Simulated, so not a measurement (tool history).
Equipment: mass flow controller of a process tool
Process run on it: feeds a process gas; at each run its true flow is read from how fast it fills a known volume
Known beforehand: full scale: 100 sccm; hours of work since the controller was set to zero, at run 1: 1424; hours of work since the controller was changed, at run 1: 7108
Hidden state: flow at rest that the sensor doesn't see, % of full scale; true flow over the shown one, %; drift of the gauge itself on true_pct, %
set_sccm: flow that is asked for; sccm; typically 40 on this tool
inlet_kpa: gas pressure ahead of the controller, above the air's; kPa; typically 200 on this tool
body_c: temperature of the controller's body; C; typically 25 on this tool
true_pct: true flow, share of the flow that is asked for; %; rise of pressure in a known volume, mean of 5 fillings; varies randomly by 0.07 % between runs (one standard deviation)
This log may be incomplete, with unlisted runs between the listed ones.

run,hour,set_sccm,inlet_kpa,body_c,hours of work since the controller was set to zero,hours of work since the controller was changed,true_pct
1,0.0,40,200,25,1424,7108,98.87
2,452.1,40,170,25,1720,7404,98.68
3,720.0,40,170,25,1895,7579,98.71
4,1069.9,40,262,25,2124,7807,98.92
5,1516.1,40,262,25,2416,8099,98.90
6,1919.2,40,200,25,2679,8363,98.67
7,2312.5,40,200,25,2936,8620,98.78
8,2551.4,40,200,25,3093,8776,98.69
9,2796.7,40,200,25,3253,8937,98.73
10,3247.5,40,200,25,3548,9231,98.78
11,3473.4,40,200,25,3696,9379,98.68
12,3956.0,40,200,25,4011,9695,98.69
13,4458.5,40,200,25,4340,10023,98.70
14,4730.4,40,200,25,4517,10201,98.72
15,5039.3,40,200,25,4719,10403,98.77
16,5386.7,40,200,25,4947,10630,98.73
17,5696.3,40,200,25,5149,10833,98.83
18,6077.0,40,200,25,5398,11082,98.75
# hour 6458.7: controller's zero set anew
19,6549.8,74,200,25,60,11390,99.52
20,7027.6,17,200,25,372,11703,98.20
21,7360.7,40,200,36,590,11921,97.64
22,7729.9,40,200,36,831,12162,97.74
23,8265.0,40,200,36,1181,12512,97.81
24,8645.6,39,237,23,1430,12761,98.98
25,9151.4,81,188,36,1761,13092,98.52
# hour 9450.6: controller exchanged for a calibrated one
26,9510.5,73,200,36,39,39,98.27
27,9781.7,73,200,39,216,216,98.08
28,10092.2,73,241,32,420,420,98.94
29,10620.2,73,241,32,765,765,98.78
30,10946.2,73,241,32,978,978,98.67
31,11180.0,55,186,26,1131,1131,98.92
32,11403.3,40,200,40,1277,1277,97.15
33,11719.8,24,260,25,1484,1484,98.52
34,12168.9,83,235,25,1777,1777,99.66
35,12554.5,83,235,25,2030,2030,99.73
36,12816.7,63,235,33,2201,2201,98.55
37,13237.8,40,261,26,2476,2476,98.65
38,13507.4,41,261,25,2653,2653,98.77
39,13756.0,73,200,25,2815,2815,99.31
40,14255.5,23,197,25,3142,3142,98.44
41,14606.8,40,190,30,3372,3372,98.11
42,14932.1,40,190,30,3584,3584,98.14
43,15441.2,40,254,22,3917,3917,99.19
44,15940.7,35,163,31,4244,4244,97.95

5 options for the next run, each taken on its own from the tool as it stands now. Forecast them:
A,16197.5,29,163,22,4412,4412,?
B,16197.5,35,182,21,4412,4412,?
C,16197.5,35,190,31,4412,4412,?
D,16197.5,74,143,25,4412,4412,?
E,16197.5,20,200,31,4412,4412,?

run,true_pct
A,98.85
B,98.97
C,98.06
D,99.24
E,97.67
Had the tool no hidden state, the same runs would have come out as:
run,true_pct
A,98.86
B,98.97
C,98.06
D,99.23
E,97.68
